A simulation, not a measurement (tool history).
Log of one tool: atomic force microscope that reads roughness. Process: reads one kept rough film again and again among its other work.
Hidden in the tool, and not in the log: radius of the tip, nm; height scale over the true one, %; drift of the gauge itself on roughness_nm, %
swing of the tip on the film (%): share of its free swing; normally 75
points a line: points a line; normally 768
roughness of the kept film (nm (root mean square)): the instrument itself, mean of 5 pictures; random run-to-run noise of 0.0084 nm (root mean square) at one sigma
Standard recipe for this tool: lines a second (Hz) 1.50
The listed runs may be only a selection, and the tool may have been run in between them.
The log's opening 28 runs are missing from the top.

| run | hour | lines a second (Hz) | swing of the tip on the film (%) | points a line | pictures with this tip | hours of work since the height scale was calibrated | roughness of the kept film (nm (root mean square)) |
|---|---|---|---|---|---|---|---|
|  | 688.9 | new tip fitted |
| 29 | 705.3 | 3.52 | 70 | 721 | 21 | 69 | 1.721 |
|  | 722.4 | height scale calibrated on a step standard, once more |
| 30 | 730.2 | 3.52 | 70 | 721 | 51 | 4 | 1.725 |
| 31 | 750.4 | 1.70 | 72 | 1005 | 77 | 13 | 1.787 |
| 32 | 770.8 | 0.64 | 75 | 534 | 103 | 22 | 1.814 |
| 33 | 797.7 | 0.78 | 75 | 492 | 136 | 34 | 1.755 |
| 34 | 825.0 | 1.81 | 88 | 271 | 171 | 46 | 1.581 |
| 35 | 850.1 | 3.40 | 89 | 962 | 203 | 57 | 1.417 |
| 36 | 867.6 | 1.50 | 71 | 481 | 225 | 65 | 1.692 |
| 37 | 893.4 | 1.50 | 71 | 444 | 258 | 77 | 1.660 |
|  | 898.8 | new tip fitted |
| 38 | 927.7 | 1.50 | 76 | 279 | 36 | 92 | 1.789 |
| 39 | 943.3 | 1.50 | 76 | 279 | 56 | 99 | 1.777 |
| 40 | 964.8 | 1.50 | 76 | 279 | 83 | 109 | 1.768 |
| 41 | 998.2 | 1.50 | 72 | 768 | 126 | 124 | 1.755 |
| 42 | 1014.9 | 1.69 | 66 | 859 | 147 | 131 | 1.752 |
| 43 | 1039.0 | 3.80 | 75 | 415 | 177 | 142 | 1.571 |
| 44 | 1058.4 | 3.80 | 75 | 415 | 202 | 151 | 1.544 |
| 45 | 1077.0 | 2.93 | 76 | 768 | 225 | 159 | 1.577 |
| 46 | 1091.2 | 1.50 | 67 | 847 | 243 | 165 | 1.691 |
|  | 1109.0 | new tip fitted |
| 47 | 1123.3 | 1.34 | 80 | 258 | 18 | 179 | 1.786 |
| 48 | 1153.2 | 1.50 | 82 | 768 | 56 | 193 | 1.750 |

Each row is a separate what-if for the run after 48, all from the same tool condition, not one after another. Results?
| A | 1182.5 | 1.50 | 82 | 269 | 93 | 206 | ? |
| B | 1182.5 | 2.38 | 75 | 768 | 93 | 206 | ? |
| C | 1182.5 | 1.89 | 57 | 768 | 93 | 206 | ? |
| D | 1182.5 | 1.00 | 75 | 422 | 93 | 206 | ? |
| E | 1182.5 | 1.50 | 70 | 768 | 93 | 206 | ? |

| run | roughness of the kept film (nm (root mean square)) |
|---|---|
| A | 1.714 |
| B | 1.714 |
| C | 1.827 |
| D | 1.789 |
| E | 1.785 |
What these runs would have given with no unlogged condition in the tool:
| run | roughness of the kept film (nm (root mean square)) |
|---|---|
| A | 1.796 |
| B | 1.796 |
| C | 1.914 |
| D | 1.874 |
| E | 1.871 |
